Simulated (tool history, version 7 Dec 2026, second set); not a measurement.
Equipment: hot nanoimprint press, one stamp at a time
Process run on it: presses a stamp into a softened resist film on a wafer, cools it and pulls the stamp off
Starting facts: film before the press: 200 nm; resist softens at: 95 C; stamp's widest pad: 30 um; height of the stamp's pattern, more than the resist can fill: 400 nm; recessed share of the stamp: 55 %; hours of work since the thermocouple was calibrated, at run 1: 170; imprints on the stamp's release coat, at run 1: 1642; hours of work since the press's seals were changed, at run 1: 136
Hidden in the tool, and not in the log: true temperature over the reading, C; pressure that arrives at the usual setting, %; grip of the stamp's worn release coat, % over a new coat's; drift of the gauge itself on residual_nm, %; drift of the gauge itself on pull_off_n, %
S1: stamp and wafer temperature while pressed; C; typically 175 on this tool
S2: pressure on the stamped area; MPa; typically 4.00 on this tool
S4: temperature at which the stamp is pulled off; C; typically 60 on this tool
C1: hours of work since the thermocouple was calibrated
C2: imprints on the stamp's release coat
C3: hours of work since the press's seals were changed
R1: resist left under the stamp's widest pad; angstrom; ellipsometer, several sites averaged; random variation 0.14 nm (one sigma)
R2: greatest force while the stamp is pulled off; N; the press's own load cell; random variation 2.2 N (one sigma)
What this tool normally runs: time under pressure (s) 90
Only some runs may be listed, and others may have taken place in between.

run 1 hour=0.0 | S1=175 S2=4.00 time_under_pressure_(s)=90 S4=60 | C1=170 C2=1642 C3=136 | R1=741 R2=139
-- hour=15.1 stamp cleaned and given a new release coat
run 2 hour=32.1 | S1=175 S2=4.00 time_under_pressure_(s)=90 S4=60 | C1=190 C2=83 C3=156 | R1=736 R2=108
run 3 hour=71.0 | S1=175 S2=4.00 time_under_pressure_(s)=90 S4=60 | C1=220 C2=275 C3=186 | R1=738 R2=107
run 4 hour=100.3 | S1=175 S2=4.00 time_under_pressure_(s)=90 S4=62 | C1=243 C2=418 C3=209 | R1=737 R2=109
-- hour=116.4 plate thermocouple calibrated
run 5 hour=122.5 | S1=175 S2=4.00 time_under_pressure_(s)=90 S4=62 | C1=5 C2=513 C3=224 | R1=768 R2=111
run 6 hour=144.9 | S1=175 S2=4.00 time_under_pressure_(s)=90 S4=62 | C1=22 C2=623 C3=241 | R1=765 R2=115
run 7 hour=185.4 | S1=175 S2=4.00 time_under_pressure_(s)=90 S4=62 | C1=53 C2=822 C3=272 | R1=763 R2=116
run 8 hour=213.8 | S1=175 S2=4.00 time_under_pressure_(s)=90 S4=62 | C1=75 C2=962 C3=294 | R1=760 R2=120
run 9 hour=250.5 | S1=175 S2=4.00 time_under_pressure_(s)=90 S4=60 | C1=104 C2=1142 C3=323 | R1=759 R2=134
run 10 hour=281.9 | S1=175 S2=4.00 time_under_pressure_(s)=90 S4=60 | C1=128 C2=1296 C3=347 | R1=758 R2=128
run 11 hour=305.7 | S1=175 S2=4.00 time_under_pressure_(s)=90 S4=60 | C1=147 C2=1413 C3=366 | R1=756 R2=129
run 12 hour=329.7 | S1=175 S2=2.79 time_under_pressure_(s)=90 S4=60 | C1=165 C2=1531 C3=384 | R1=902 R2=136

The next listed run, before its measurement:
-- hour=368.4 stamp cleaned and given a new release coat
run 13 hour=368.4 | S1=175 S2=2.79 time_under_pressure_(s)=90 S4=60 | C1=190 C2=0 C3=409 | R1=? R2=?

R1: 899 angstrom
R2: 104 N
Take away the tool's hidden state, keep the run-to-run variation as it was, and the same run would have given R1 910 angstrom, R2 105 N.
